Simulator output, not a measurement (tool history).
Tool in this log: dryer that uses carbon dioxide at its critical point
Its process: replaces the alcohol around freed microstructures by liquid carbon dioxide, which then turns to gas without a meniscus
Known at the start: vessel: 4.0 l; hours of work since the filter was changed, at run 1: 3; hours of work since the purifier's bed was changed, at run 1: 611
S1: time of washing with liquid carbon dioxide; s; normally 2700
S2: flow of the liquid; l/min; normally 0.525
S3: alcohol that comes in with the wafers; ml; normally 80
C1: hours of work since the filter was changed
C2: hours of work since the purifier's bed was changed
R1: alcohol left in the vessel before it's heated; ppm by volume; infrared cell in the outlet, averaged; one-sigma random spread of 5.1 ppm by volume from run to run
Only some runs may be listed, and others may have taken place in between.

{"run": 1, "hour": 0.0, "S1": 2700, "S2": 0.525, "S3": 80, "C1": 3, "C2": 611, "R1": 163}
{"run": 2, "hour": 17.7, "S1": 2700, "S2": 0.525, "S3": 80, "C1": 14, "C2": 621, "R1": 155}
{"run": 3, "hour": 36.9, "S1": 2700, "S2": 0.525, "S3": 80, "C1": 25, "C2": 633, "R1": 174}
{"run": 4, "hour": 53.0, "S1": 2700, "S2": 0.525, "S3": 80, "C1": 35, "C2": 643, "R1": 167}
{"run": 5, "hour": 79.7, "S1": 2700, "S2": 0.525, "S3": 80, "C1": 51, "C2": 659, "R1": 165}
{"run": 6, "hour": 105.1, "S1": 2700, "S2": 0.525, "S3": 80, "C1": 66, "C2": 674, "R1": 167}
{"run": 7, "hour": 119.2, "S1": 2700, "S2": 0.525, "S3": 80, "C1": 75, "C2": 683, "R1": 173}
{"run": 8, "hour": 138.6, "S1": 2700, "S2": 0.472, "S3": 80, "C1": 87, "C2": 694, "R1": 258}
{"run": 9, "hour": 153.9, "S1": 2700, "S2": 0.472, "S3": 80, "C1": 96, "C2": 704, "R1": 242}
{"run": 10, "hour": 179.6, "S1": 2700, "S2": 0.525, "S3": 80, "C1": 112, "C2": 719, "R1": 187}
{"run": 11, "hour": 195.7, "S1": 2700, "S2": 0.525, "S3": 80, "C1": 121, "C2": 729, "R1": 183}
{"run": 12, "hour": 206.8, "S1": 2700, "S2": 0.525, "S3": 80, "C1": 128, "C2": 736, "R1": 188}
{"run": 13, "hour": 231.3, "S1": 2700, "S2": 0.533, "S3": 80, "C1": 143, "C2": 750, "R1": 182}
{"run": 14, "hour": 251.9, "S1": 2700, "S2": 0.533, "S3": 100, "C1": 155, "C2": 763, "R1": 221}
{"run": 15, "hour": 278.4, "S1": 2700, "S2": 0.533, "S3": 100, "C1": 171, "C2": 779, "R1": 232}
{"run": 16, "hour": 300.3, "S1": 2700, "S2": 0.533, "S3": 100, "C1": 185, "C2": 792, "R1": 231}
{"run": 17, "hour": 325.1, "S1": 2700, "S2": 0.533, "S3": 100, "C1": 200, "C2": 807, "R1": 231}
{"run": 18, "hour": 346.0, "S1": 2700, "S2": 0.533, "S3": 42, "C1": 212, "C2": 820, "R1": 165}
{"hour": 358.6, "done": "inlet filter changed"}
{"run": 19, "hour": 365.9, "S1": 2700, "S2": 0.525, "S3": 80, "C1": 4, "C2": 831, "R1": 186}
{"run": 20, "hour": 381.7, "S1": 2700, "S2": 0.525, "S3": 80, "C1": 14, "C2": 841, "R1": 195}
{"run": 21, "hour": 393.4, "S1": 2700, "S2": 0.525, "S3": 80, "C1": 21, "C2": 848, "R1": 201}
{"run": 22, "hour": 420.2, "S1": 2460, "S2": 0.73, "S3": 93, "C1": 37, "C2": 864, "R1": 141}
{"run": 23, "hour": 442.3, "S1": 2040, "S2": 0.505, "S3": 49, "C1": 51, "C2": 877, "R1": 343}
{"run": 24, "hour": 461.5, "S1": 3360, "S2": 0.786, "S3": 37, "C1": 62, "C2": 889, "R1": 122}
{"run": 25, "hour": 478.7, "S1": 3900, "S2": 0.336, "S3": 72, "C1": 73, "C2": 899, "R1": 242}
{"run": 26, "hour": 503.9, "S1": 1680, "S2": 0.525, "S3": 80, "C1": 88, "C2": 915, "R1": 807}
{"run": 27, "hour": 518.1, "S1": 1680, "S2": 0.525, "S3": 80, "C1": 96, "C2": 923, "R1": 805}
{"run": 28, "hour": 531.4, "S1": 3180, "S2": 0.571, "S3": 102, "C1": 104, "C2": 931, "R1": 142}
{"run": 29, "hour": 554.7, "S1": 3180, "S2": 0.394, "S3": 20, "C1": 119, "C2": 945, "R1": 177}
{"run": 30, "hour": 578.4, "S1": 2700, "S2": 0.598, "S3": 38, "C1": 133, "C2": 960, "R1": 152}
{"run": 31, "hour": 590.2, "S1": 1680, "S2": 0.404, "S3": 24, "C1": 140, "C2": 967, "R1": 592}
{"run": 32, "hour": 601.9, "S1": 1680, "S2": 0.404, "S3": 24, "C1": 147, "C2": 974, "R1": 613}
{"run": 33, "hour": 617.0, "S1": 1740, "S2": 0.561, "S3": 24, "C1": 156, "C2": 983, "R1": 294}
{"run": 34, "hour": 639.0, "S1": 1860, "S2": 0.524, "S3": 33, "C1": 170, "C2": 996, "R1": 343}
{"run": 35, "hour": 663.5, "S1": 1860, "S2": 0.524, "S3": 33, "C1": 184, "C2": 1011, "R1": 357}
{"run": 36, "hour": 679.8, "S1": 1980, "S2": 0.463, "S3": 33, "C1": 194, "C2": 1021, "R1": 419}
{"run": 37, "hour": 694.3, "S1": 1980, "S2": 0.463, "S3": 33, "C1": 203, "C2": 1030, "R1": 417}
{"run": 38, "hour": 714.5, "S1": 1680, "S2": 0.355, "S3": 54, "C1": 215, "C2": 1042, "R1": 1646}
{"hour": 723.6, "done": "inlet filter changed"}
{"run": 39, "hour": 730.5, "S1": 2460, "S2": 0.582, "S3": 21, "C1": 4, "C2": 1051, "R1": 169}
{"run": 40, "hour": 741.3, "S1": 2460, "S2": 0.625, "S3": 21, "C1": 11, "C2": 1058, "R1": 159}
{"run": 41, "hour": 755.0, "S1": 2100, "S2": 0.534, "S3": 35, "C1": 19, "C2": 1066, "R1": 253}

Branching from run 41: 5 alternative next runs. What would each branch give?
{"run": "A", "hour": 781.6, "S1": 2520, "S2": 0.37, "S3": 106, "C1": 35, "C2": 1082, "R1": "?"}
{"run": "B", "hour": 781.6, "S1": 2220, "S2": 0.56, "S3": 118, "C1": 35, "C2": 1082, "R1": "?"}
{"run": "C", "hour": 781.6, "S1": 2700, "S2": 0.415, "S3": 80, "C1": 35, "C2": 1082, "R1": "?"}
{"run": "D", "hour": 781.6, "S1": 2700, "S2": 0.343, "S3": 92, "C1": 35, "C2": 1082, "R1": "?"}
{"run": "E", "hour": 781.6, "S1": 2700, "S2": 0.705, "S3": 116, "C1": 35, "C2": 1082, "R1": "?"}

run=A R1=874
run=B R1=397
run=C R1=417
run=D R1=763
run=E R1=164
Had the tool no hidden state, the same runs would have come out as:
run=A R1=701
run=B R1=237
run=C R1=264
run=D R1=598
run=E R1=22
